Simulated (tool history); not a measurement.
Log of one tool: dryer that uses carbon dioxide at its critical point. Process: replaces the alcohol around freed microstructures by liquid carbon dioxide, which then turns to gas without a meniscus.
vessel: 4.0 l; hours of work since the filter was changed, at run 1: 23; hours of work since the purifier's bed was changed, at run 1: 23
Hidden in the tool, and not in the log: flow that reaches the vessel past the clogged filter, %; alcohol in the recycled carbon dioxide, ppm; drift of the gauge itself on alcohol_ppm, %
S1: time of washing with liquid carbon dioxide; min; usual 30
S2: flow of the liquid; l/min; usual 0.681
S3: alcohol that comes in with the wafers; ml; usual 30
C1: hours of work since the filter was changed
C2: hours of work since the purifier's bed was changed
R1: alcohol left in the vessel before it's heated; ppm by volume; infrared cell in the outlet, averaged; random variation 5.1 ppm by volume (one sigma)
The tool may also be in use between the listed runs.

run 1 day=0 | S1=30 S2=0.681 S3=30 | C1=23 C2=23 | R1=55
run 2 day=0.833 | S1=30 S2=0.681 S3=30 | C1=32 C2=32 | R1=79
run 3 day=1.85 | S1=30 S2=0.681 S3=30 | C1=43 C2=43 | R1=72
run 4 day=2.583 | S1=30 S2=0.698 S3=30 | C1=51 C2=51 | R1=74
run 5 day=3.458 | S1=30 S2=0.698 S3=30 | C1=60 C2=60 | R1=87
run 6 day=4.504 | S1=30 S2=0.681 S3=30 | C1=72 C2=72 | R1=96
run 7 day=5.1 | S1=30 S2=0.681 S3=30 | C1=78 C2=78 | R1=87
run 8 day=5.558 | S1=30 S2=0.544 S3=30 | C1=83 C2=83 | R1=208
run 9 day=6.446 | S1=30 S2=0.544 S3=30 | C1=93 C2=93 | R1=196
run 10 day=7.267 | S1=30 S2=0.681 S3=30 | C1=102 C2=102 | R1=96
run 11 day=8.129 | S1=24 S2=0.681 S3=30 | C1=111 C2=111 | R1=210
run 12 day=8.954 | S1=24 S2=0.681 S3=30 | C1=120 C2=120 | R1=204
run 13 day=9.854 | S1=30 S2=0.681 S3=30 | C1=130 C2=130 | R1=97
run 14 day=10.4 | S1=30 S2=0.565 S3=49 | C1=136 C2=136 | R1=317
run 15 day=11.2 | S1=30 S2=0.565 S3=49 | C1=144 C2=144 | R1=318
run 16 day=11.992 | S1=30 S2=0.565 S3=49 | C1=153 C2=153 | R1=333
run 17 day=12.946 | S1=30 S2=0.565 S3=24 | C1=163 C2=163 | R1=172
run 18 day=13.583 | S1=20 S2=0.681 S3=30 | C1=170 C2=170 | R1=396
run 19 day=14.429 | S1=28 S2=0.526 S3=67 | C1=179 C2=179 | R1=727
run 20 day=15.342 | S1=23 S2=0.681 S3=27 | C1=189 C2=189 | R1=254
run 21 day=16.004 | S1=24 S2=1.032 S3=48 | C1=197 C2=197 | R1=82
run 22 day=16.612 | S1=24 S2=0.678 S3=86 | C1=203 C2=203 | R1=653
run 23 day=17.629 | S1=36 S2=0.573 S3=51 | C1=214 C2=214 | R1=201
run 24 day=18.192 | S1=33 S2=0.548 S3=55 | C1=220 C2=220 | R1=339
run 25 day=18.721 | S1=33 S2=0.548 S3=55 | C1=226 C2=226 | R1=356
run 26 day=19.592 | S1=47 S2=0.774 S3=81 | C1=236 C2=236 | R1=58

Forecast each of these 4 alternatives for the next run:
-- day=20.062 inlet filter changed
run A day=20.404 | S1=33 S2=0.816 S3=51 | C1=4 C2=244 | R1=?
-- day=20.062 inlet filter changed
run B day=20.404 | S1=30 S2=0.681 S3=21 | C1=4 C2=244 | R1=?
-- day=20.062 inlet filter changed
run C day=20.404 | S1=46 S2=0.681 S3=22 | C1=4 C2=244 | R1=?
-- day=20.062 inlet filter changed
run D day=20.404 | S1=34 S2=0.604 S3=81 | C1=4 C2=244 | R1=?

run=A R1=74
run=B R1=82
run=C R1=60
run=D R1=205
Without the tool's hidden state the same runs would have given:
run=A R1=27
run=B R1=35
run=C R1=13
run=D R1=156

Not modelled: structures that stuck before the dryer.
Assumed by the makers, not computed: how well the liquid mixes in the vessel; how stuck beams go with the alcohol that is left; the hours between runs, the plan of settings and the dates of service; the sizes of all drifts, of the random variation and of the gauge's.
